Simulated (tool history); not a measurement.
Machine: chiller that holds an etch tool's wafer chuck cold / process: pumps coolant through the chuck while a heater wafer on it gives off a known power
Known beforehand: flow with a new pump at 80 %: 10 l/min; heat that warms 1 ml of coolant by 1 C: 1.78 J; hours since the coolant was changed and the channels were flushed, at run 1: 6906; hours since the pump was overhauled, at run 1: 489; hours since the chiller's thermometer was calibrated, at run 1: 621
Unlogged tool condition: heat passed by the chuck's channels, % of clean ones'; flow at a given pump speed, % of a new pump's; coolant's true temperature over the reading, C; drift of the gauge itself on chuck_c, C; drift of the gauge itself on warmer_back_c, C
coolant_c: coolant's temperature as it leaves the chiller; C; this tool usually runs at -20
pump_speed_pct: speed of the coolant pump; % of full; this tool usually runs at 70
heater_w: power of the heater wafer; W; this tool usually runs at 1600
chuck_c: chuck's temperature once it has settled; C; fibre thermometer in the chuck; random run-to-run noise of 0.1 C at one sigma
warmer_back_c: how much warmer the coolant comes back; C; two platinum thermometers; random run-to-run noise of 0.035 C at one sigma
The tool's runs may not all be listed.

run	hour	coolant_c	pump_speed_pct	heater_w	hours since the coolant was changed and the channels were flushed	hours since the pump was overhauled	hours since the chiller's thermometer was calibrated	chuck_c	warmer_back_c
1	0	-20	70	1600	6906	489	621	-5.3	6.32
2	42.9	-20	70	1600	6948	532	664	-5.2	6.25
3	77.9	-20	70	1600	6984	567	699	-5.2	6.24
4	116.5	-20	70	1600	7022	605	738	-5.4	6.26
5	153.8	-20	70	1600	7059	643	775	-5.1	6.24
6	176.6	-20	70	1600	7082	666	798	-5.1	6.33
7	208.6	-20	93	1600	7114	698	830	-8.5	4.69
8	236.5	-20	68	1600	7142	725	858	-5	6.47
9	257.9	-29	68	1600	7163	747	879	-13.8	6.47
10	297.6	-29	68	1600	7203	787	919	-13.8	6.47
11	316.4	-29	68	1600	7222	805	938	-13.7	6.45
12	359.5	-29	68	1600	7265	849	981	-13.8	6.46
13	390	-20	81	1600	7296	879	1011	-7	5.38
14	420.3	-21	97	2105	7326	909	1042	-6.5	5.86
15	440	-21	97	2105	7346	929	1061	-6.4	5.91
16	465.9	-21	97	2105	7371	955	1087	-6.5	5.93
17	504.6	-21	97	2105	7410	994	1126	-6.6	5.96
18	542.9	-14	70	1600	7448	1032	1164	0.9	6.27
19	568.5	-14	70	1600	7474	1057	1190	0.8	6.33
20	606.1	-11	85	1955	7512	1095	1228	4.4	6.32

Pick out some run-to-run changes in chuck_c. Of each, how much would a tool without hidden state show as well, from the settings, what came in and chance, and how much is left for the hidden state and any gauge scatter not in both results compared?
Run 6 -> 7: pump_speed_pct 70 -> 93. chuck_c -3.4 C: hidden state -0.3, all else -3.1.
Run 7 -> 8: pump_speed_pct 93 -> 68. chuck_c +3.5 C: hidden state +0.4, all else +3.1.
Run 8 -> 9: coolant_c -20 -> -29. chuck_c -8.8 C: hidden state +0, all else -8.8.
Run 17 -> 18: coolant_c -21 -> -14, pump_speed_pct 97 -> 70, heater_w 2105 -> 1600. chuck_c +7.5 C: hidden state +0, all else +7.5.
